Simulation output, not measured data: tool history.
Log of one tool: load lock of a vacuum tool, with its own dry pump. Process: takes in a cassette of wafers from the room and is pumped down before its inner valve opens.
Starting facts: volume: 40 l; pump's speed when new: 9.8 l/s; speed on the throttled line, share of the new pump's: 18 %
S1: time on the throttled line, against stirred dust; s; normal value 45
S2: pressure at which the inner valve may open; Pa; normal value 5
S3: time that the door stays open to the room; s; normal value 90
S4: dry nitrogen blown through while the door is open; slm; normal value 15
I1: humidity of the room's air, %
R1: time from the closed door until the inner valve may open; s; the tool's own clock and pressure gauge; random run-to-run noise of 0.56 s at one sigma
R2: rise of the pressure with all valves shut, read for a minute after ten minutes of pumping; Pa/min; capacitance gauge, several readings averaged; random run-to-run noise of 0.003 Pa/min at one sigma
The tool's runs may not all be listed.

{"run": 1, "hour": 0.0, "S1": 45, "S2": 5, "S3": 90, "S4": 15, "I1": 42.2, "R1": 80, "R2": 0.03}
{"run": 2, "hour": 277.2, "S1": 45, "S2": 5, "S3": 90, "S4": 15, "I1": 43.1, "R1": 80.6, "R2": 0.035}
{"run": 3, "hour": 895.4, "S1": 45, "S2": 5, "S3": 90, "S4": 15, "I1": 44.2, "R1": 80.2, "R2": 0.034}
{"run": 4, "hour": 1489.1, "S1": 45, "S2": 5, "S3": 90, "S4": 15, "I1": 43.6, "R1": 81.3, "R2": 0.039}
{"run": 5, "hour": 2010.5, "S1": 45, "S2": 5, "S3": 90, "S4": 15, "I1": 43.1, "R1": 81.2, "R2": 0.034}
{"run": 6, "hour": 2512.9, "S1": 45, "S2": 4, "S3": 90, "S4": 15, "I1": 48.3, "R1": 82.2, "R2": 0.038}
{"run": 7, "hour": 3175.5, "S1": 45, "S2": 5, "S3": 90, "S4": 15, "I1": 47.2, "R1": 81.4, "R2": 0.042}
{"run": 8, "hour": 3657.7, "S1": 45, "S2": 5, "S3": 90, "S4": 15, "I1": 41.3, "R1": 81.6, "R2": 0.042}
{"run": 9, "hour": 4060.7, "S1": 45, "S2": 5, "S3": 90, "S4": 15, "I1": 46.6, "R1": 82.4, "R2": 0.041}
{"run": 10, "hour": 4620.6, "S1": 45, "S2": 5, "S3": 108, "S4": 15, "I1": 48.6, "R1": 83.3, "R2": 0.047}
{"run": 11, "hour": 5113.2, "S1": 45, "S2": 5, "S3": 90, "S4": 7, "I1": 45.3, "R1": 83.4, "R2": 0.052}
{"run": 12, "hour": 5609.5, "S1": 45, "S2": 5, "S3": 90, "S4": 38, "I1": 41.5, "R1": 82.9, "R2": 0.041}
{"run": 13, "hour": 6230.4, "S1": 45, "S2": 5, "S3": 90, "S4": 38, "I1": 43.2, "R1": 83.2, "R2": 0.039}
{"run": 14, "hour": 6710.7, "S1": 45, "S2": 5, "S3": 90, "S4": 15, "I1": 47.2, "R1": 84.3, "R2": 0.051}
{"run": 15, "hour": 7097.6, "S1": 45, "S2": 5, "S3": 90, "S4": 15, "I1": 46.7, "R1": 84.6, "R2": 0.05}
{"run": 16, "hour": 7752.6, "S1": 45, "S2": 5, "S3": 90, "S4": 15, "I1": 45.5, "R1": 84.5, "R2": 0.051}
{"run": 17, "hour": 8038.1, "S1": 74, "S2": 5, "S3": 90, "S4": 15, "I1": 43.6, "R1": 108.1, "R2": 0.054}
{"run": 18, "hour": 8396.2, "S1": 74, "S2": 5, "S3": 90, "S4": 15, "I1": 46.3, "R1": 108.2, "R2": 0.056}
{"run": 19, "hour": 8938.9, "S1": 74, "S2": 5, "S3": 90, "S4": 15, "I1": 45.3, "R1": 106.8, "R2": 0.056}
{"run": 20, "hour": 9584.5, "S1": 45, "S2": 7, "S3": 90, "S4": 15, "I1": 43.6, "R1": 83.4, "R2": 0.057}
{"run": 21, "hour": 10164.1, "S1": 45, "S2": 9, "S3": 90, "S4": 7, "I1": 46.6, "R1": 82.9, "R2": 0.067}
{"run": 22, "hour": 10481.2, "S1": 45, "S2": 9, "S3": 90, "S4": 7, "I1": 43.4, "R1": 84, "R2": 0.066}
{"run": 23, "hour": 11019.4, "S1": 45, "S2": 9, "S3": 90, "S4": 7, "I1": 47.3, "R1": 82.5, "R2": 0.074}
{"run": 24, "hour": 11647.4, "S1": 56, "S2": 5, "S3": 90, "S4": 15, "I1": 43.2, "R1": 95.7, "R2": 0.065}
{"run": 25, "hour": 12248.7, "S1": 28, "S2": 5, "S3": 90, "S4": 15, "I1": 49.2, "R1": 75.5, "R2": 0.071}
{"run": 26, "hour": 12751.5, "S1": 61, "S2": 5, "S3": 90, "S4": 15, "I1": 43.1, "R1": 90.5, "R2": 0.073}
{"run": 27, "hour": 13155.4, "S1": 73, "S2": 5, "S3": 90, "S4": 15, "I1": 43.2, "R1": 100.6, "R2": 0.075}
{"run": 28, "hour": 13646.7, "S1": 36, "S2": 6, "S3": 73, "S4": 15, "I1": 42.4, "R1": 69.4, "R2": 0.07}
{"run": 29, "hour": 14031.0, "S1": 36, "S2": 8, "S3": 29, "S4": 8, "I1": 43, "R1": 68.4, "R2": 0.065}
{"run": 30, "hour": 14583.4, "S1": 40, "S2": 8, "S3": 162, "S4": 9, "I1": 44.7, "R1": 73.1, "R2": 0.097}
{"run": 31, "hour": 14888.2, "S1": 40, "S2": 8, "S3": 162, "S4": 9, "I1": 43, "R1": 72.6, "R2": 0.094}
{"run": 32, "hour": 15339.9, "S1": 40, "S2": 8, "S3": 162, "S4": 9, "I1": 40.3, "R1": 72.5, "R2": 0.091}
{"run": 33, "hour": 15677.5, "S1": 40, "S2": 8, "S3": 162, "S4": 9, "I1": 43.9, "R1": 73.9, "R2": 0.094}
{"run": 34, "hour": 16006.1, "S1": 40, "S2": 8, "S3": 162, "S4": 9, "I1": 46.9, "R1": 72.8, "R2": 0.1}
{"run": 35, "hour": 16476.0, "S1": 40, "S2": 8, "S3": 162, "S4": 9, "I1": 46.3, "R1": 72.4, "R2": 0.105}
{"run": 36, "hour": 16895.6, "S1": 40, "S2": 8, "S3": 162, "S4": 9, "I1": 44.1, "R1": 72.9, "R2": 0.104}
{"run": 37, "hour": 17556.9, "S1": 40, "S2": 8, "S3": 162, "S4": 9, "I1": 44.4, "R1": 74.2, "R2": 0.111}
{"run": 38, "hour": 17918.9, "S1": 49, "S2": 6, "S3": 93, "S4": 13, "I1": 45.8, "R1": 83.6, "R2": 0.095}

The log once held 1 entry between its listed runs, left out of this copy. Where does each go, and what is different about the tool's unlogged condition between the listed run before it and the listed run after it?
Between runs 25 and 26: dry pump taken out, an overhauled one fitted (hour 12531.1)
  pump's speed, % of a new pump's: 76.6 -> 99.9; leak at the door's seal, Pa l/s: 0.0287 -> 0.0299
  what was measured, less what the result would be without the hidden state, R1: +11.4 -> +0.1 s; R2: +0.04 -> +0.042 Pa/min

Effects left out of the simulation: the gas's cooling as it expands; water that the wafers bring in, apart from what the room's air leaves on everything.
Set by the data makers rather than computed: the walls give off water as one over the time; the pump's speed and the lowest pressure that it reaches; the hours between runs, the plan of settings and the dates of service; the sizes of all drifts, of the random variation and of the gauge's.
